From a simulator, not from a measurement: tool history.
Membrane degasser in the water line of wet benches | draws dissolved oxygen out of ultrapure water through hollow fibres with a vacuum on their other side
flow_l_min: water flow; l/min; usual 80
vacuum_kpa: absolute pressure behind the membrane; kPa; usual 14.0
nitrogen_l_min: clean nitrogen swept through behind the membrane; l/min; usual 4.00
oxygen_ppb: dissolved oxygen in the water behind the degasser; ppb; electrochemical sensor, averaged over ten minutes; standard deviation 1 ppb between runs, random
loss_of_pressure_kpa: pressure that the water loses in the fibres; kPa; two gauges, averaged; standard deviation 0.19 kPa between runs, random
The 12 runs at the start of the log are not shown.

run	hour	flow_l_min	vacuum_kpa	nitrogen_l_min	hours since the membrane was changed	hours since the vacuum gauge was calibrated	hours since the vacuum lines were made tight	oxygen_ppb	loss_of_pressure_kpa
13	631.5	80	14.2	4.00	2147	4667	10000	468.5	38.88
14	672.5	80	14.0	4.00	2188	4708	10041	460.0	38.82
15	720.2	80	14.0	4.00	2236	4755	10089	461.2	38.90
16	790.4	80	14.0	4.00	2306	4826	10159	463.8	38.82
17	853.6	80	14.0	4.00	2369	4889	10222	460.1	39.10
18	887.0	53	26.3	5.51	2403	4922	10256	498.2	25.73
19	946.9	84	14.5	1.94	2463	4982	10316	886.5	40.88
20	988.4	84	14.5	1.94	2504	5024	10357	887.7	40.69
21	1041.8	84	14.5	1.94	2558	5077	10410	885.9	40.65
22	1073.4	84	14.5	1.94	2589	5109	10442	886.9	40.75
23	1109.3	83	25.7	1.85	2625	5144	10478	1648.4	40.20
24	1179.5	83	14.8	1.74	2695	5215	10548	973.7	40.38
25	1236.5	83	14.8	1.74	2752	5272	10605	974.4	40.52
26	1300.3	68	14.6	2.29	2816	5335	10669	666.7	32.94
27	1351.9	68	14.6	2.29	2868	5387	10721	666.3	32.90
28	1406.0	60	14.0	4.00	2922	5441	10775	358.0	29.27
29	1474.0	60	14.0	4.00	2990	5509	10843	357.4	29.34
30	1516.7	113	10.8	4.00	3033	5552	10885	458.9	54.85
31	1568.7	94	27.2	6.92	3085	5604	10937	704.8	45.74
32	1623.5	94	27.2	2.82	3139	5659	10992	1423.1	45.58
33	1658.9	118	13.7	1.79	3175	5694	11028	1130.3	57.15

Forecast each of these 3 alternatives for the next run:
A	1708.5	124	14.0	4.00	3224	5744	11077	?	?
B	1708.5	80	25.3	4.00	3224	5744	11077	?	?
C	1708.5	118	13.7	1.70	3224	5744	11077	?	?

run	oxygen_ppb	loss_of_pressure_kpa
A	688.9	60.29
B	893.5	39.33
C	1171.2	57.08
Without the tool's unlogged condition, the same runs would have read:
run	oxygen_ppb	loss_of_pressure_kpa
A	688.5	60.27
B	893.2	39.32
C	1170.5	57.06

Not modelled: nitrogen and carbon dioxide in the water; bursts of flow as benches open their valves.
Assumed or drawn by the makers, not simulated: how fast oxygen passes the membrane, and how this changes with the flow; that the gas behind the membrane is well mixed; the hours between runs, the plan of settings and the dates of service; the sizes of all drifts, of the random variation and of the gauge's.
